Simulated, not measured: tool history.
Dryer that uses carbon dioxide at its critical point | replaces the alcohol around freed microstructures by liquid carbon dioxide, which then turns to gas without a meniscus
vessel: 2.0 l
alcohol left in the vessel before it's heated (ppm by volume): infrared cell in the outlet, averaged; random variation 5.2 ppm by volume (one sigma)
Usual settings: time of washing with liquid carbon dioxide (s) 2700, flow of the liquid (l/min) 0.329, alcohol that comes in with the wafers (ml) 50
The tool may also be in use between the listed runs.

run	hour	time of washing with liquid carbon dioxide (s)	flow of the liquid (l/min)	alcohol that comes in with the wafers (ml)	alcohol left in the vessel before it's heated (ppm by volume)
1	0.0	2700	0.329	50	290
2	23.9	4320	0.329	50	183
3	36.8	4320	0.329	100	188
4	64.5	2700	0.329	50	312
5	82.1	2700	0.329	21	251
# hour 105.4: inlet filter changed
6	107.1	2700	0.329	21	245
7	118.5	2700	0.329	21	238
8	138.7	2700	0.329	21	238
9	166.3	2700	0.329	21	256
10	192.2	2700	0.329	21	271
11	216.2	2700	0.329	21	266
12	229.1	2700	0.216	50	878
13	241.2	2700	0.387	50	279
14	257.4	2700	0.329	50	352
15	277.2	2700	0.329	50	348
16	303.5	2700	0.329	33	327
# hour 326.0: purifier's bed changed
17	332.6	2700	0.329	91	219
18	348.9	3780	0.329	91	37
19	370.4	2700	0.329	50	130
20	387.3	2700	0.329	50	150
21	410.6	2700	0.329	50	158
22	426.3	2700	0.198	50	1003
23	439.1	2700	0.198	50	1042
# hour 442.1: inlet filter changed
24	458.5	3720	0.329	110	63
25	473.8	3060	0.412	25	48
26	485.2	3060	0.247	25	148
27	512.8	3060	0.247	25	159
28	527.7	3060	0.247	25	167
29	539.3	2580	0.274	25	216
30	558.3	1680	0.257	35	1214
31	575.9	2220	0.298	92	830
32	603.6	1920	0.545	93	168
33	623.0	3600	0.225	93	390
34	641.1	2820	0.383	39	122
35	657.5	2820	0.383	39	126
36	671.1	2520	0.220	26	548
37	696.5	2700	0.515	50	108
38	715.7	4080	0.479	41	115
39	730.7	2700	0.373	50	175
40	748.8	2700	0.450	50	132
41	761.1	2400	0.251	67	1039
# hour 776.6: inlet filter changed
42	786.2	2040	0.483	59	193
43	805.8	2580	0.246	22	332
44	830.6	3120	0.218	83	669
45	842.3	3120	0.218	83	668
46	866.9	3480	0.268	83	266

Forecast each of these 4 alternatives for the next run:
A	893.7	3480	0.229	41	?
B	893.7	1740	0.207	50	?
C	893.7	3480	0.268	33	?
D	893.7	1800	0.268	83	?

run	alcohol left in the vessel before it's heated (ppm by volume)
A	285
B	2650
C	206
D	2175
Without the tool's hidden state the same runs would have given:
run	alcohol left in the vessel before it's heated (ppm by volume)
A	108
B	2327
C	46
D	1836
